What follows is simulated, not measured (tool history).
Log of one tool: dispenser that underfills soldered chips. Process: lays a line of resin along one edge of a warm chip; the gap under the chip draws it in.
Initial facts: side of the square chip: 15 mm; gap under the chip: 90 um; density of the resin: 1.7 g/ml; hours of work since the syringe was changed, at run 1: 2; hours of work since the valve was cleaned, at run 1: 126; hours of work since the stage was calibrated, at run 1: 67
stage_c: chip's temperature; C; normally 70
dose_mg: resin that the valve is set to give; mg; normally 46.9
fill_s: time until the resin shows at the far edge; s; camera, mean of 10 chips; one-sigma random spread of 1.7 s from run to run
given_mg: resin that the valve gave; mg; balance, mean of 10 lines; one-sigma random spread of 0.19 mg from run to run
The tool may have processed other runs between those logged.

run   hour  stage_c  dose_mg  hours of work since the syringe was changed  hours of work since the valve was cleaned  hours of work since the stage was calibrated  fill_s  given_mg
  1    0.0       70     46.9                                            2                                        126                                            67   192.7     43.50
  2    3.7       70     46.9                                            4                                        129                                            69   221.7     43.28
       7.3  -- dispensing valve cleaned and set on the balance
  3    9.4       70     46.9                                            7                                          1                                            73   264.4     46.66
  4   13.0       66     46.9                                           10                                          4                                            75   379.1     46.73
      13.7  -- new syringe of resin
  5   17.2       66     46.9                                            2                                          7                                            78   237.9     46.81
  6   21.0       66     46.9                                            5                                          9                                            81   282.4     46.24
  7   23.3       66     46.9                                            7                                         11                                            82   308.9     46.56
  8   27.7       66     46.9                                           10                                         14                                            85   374.0     46.64
      28.7  -- new syringe of resin
  9   30.3       66     40.9                                            1                                         16                                            87   237.9     40.65
 10   34.2       66     54.1                                            4                                         18                                            90   253.7     53.61
 11   39.1       70     46.9                                            7                                         22                                            93   264.9     46.12
      43.8  -- new syringe of resin
 12   44.3       73     46.9                                            0                                         25                                            96   145.6     45.71
 13   46.9       73     46.9                                            2                                         27                                            98   166.2     45.94
 14   49.5       73     46.9                                            4                                         29                                           100   188.6     45.90
 15   53.4       70     56.7                                            7                                         31                                           103   249.9     55.65
 16   55.8       70     46.9                                            8                                         33                                           104   283.8     46.19
 17   58.1       70     46.9                                           10                                         35                                           106   316.7     45.78
      58.7  -- new syringe of resin
 18   62.0       70     46.9                                            2                                         37                                           109   196.0     45.99
 19   66.9       70     46.9                                            6                                         41                                           112   248.8     45.89
 20   70.8       57     43.0                                            8                                         43                                           115   602.5     41.93
      73.6  -- new syringe of resin
 21   73.8       55     47.3                                            0                                         45                                           117   380.6     46.39
 22   77.7       57     50.7                                            3                                         48                                           119   399.6     49.26
 23   79.9       57     50.7                                            4                                         49                                           121   439.0     48.83
 24   84.6       68     43.0                                            8                                         53                                           124   306.0     41.77
      88.7  -- new syringe of resin
 25   90.2       79     42.0                                            1                                         56                                           128   121.2     40.44
 26   93.9       79     42.0                                            4                                         59                                           130   142.7     40.61
 27   98.0       77     46.9                                            6                                         62                                           133   176.3     45.20
 28  101.2       77     56.5                                            9                                         64                                           135   198.7     54.58
     103.5  -- new syringe of resin
 29  105.5       71     49.2                                            1                                         67                                           138   176.6     47.00
 30  108.1       65     60.1                                            3                                         69                                           140   257.3     57.75
 31  112.3       72     42.7                                            6                                         72                                           143   229.5     41.15
 32  115.1       56     60.2                                            8                                         74                                           145   570.7     57.58
     118.6  -- new syringe of resin
 33  120.4       62     46.9                                            1                                         77                                           148   278.2     44.86
 34  124.8       66     44.5                                            4                                         80                                           151   277.5     42.46
 35  128.8       66     44.5                                            7                                         83                                           154   328.7     42.29

Branching from run 35: 4 alternative next runs. What would each branch give?
     133.5  -- new syringe of resin
  A  133.8       70     48.1                                            0                                         86                                           157       ?         ?
     133.5  -- new syringe of resin
  B  133.8       61     43.0                                            0                                         86                                           157       ?         ?
     133.5  -- new syringe of resin
  C  133.8       57     51.5                                            0                                         86                                           157       ?         ?
     133.5  -- new syringe of resin
  D  133.8       65     46.9                                            0                                         86                                           157       ?         ?

run  fill_s  given_mg
  A   174.0     45.77
  B   284.9     40.82
  C   344.9     48.98
  D   223.7     44.30
What these runs would have given with no unlogged condition in the tool:
run  fill_s  given_mg
  A   172.5     48.23
  B   280.8     43.01
  C   343.6     51.62
  D   221.5     46.69
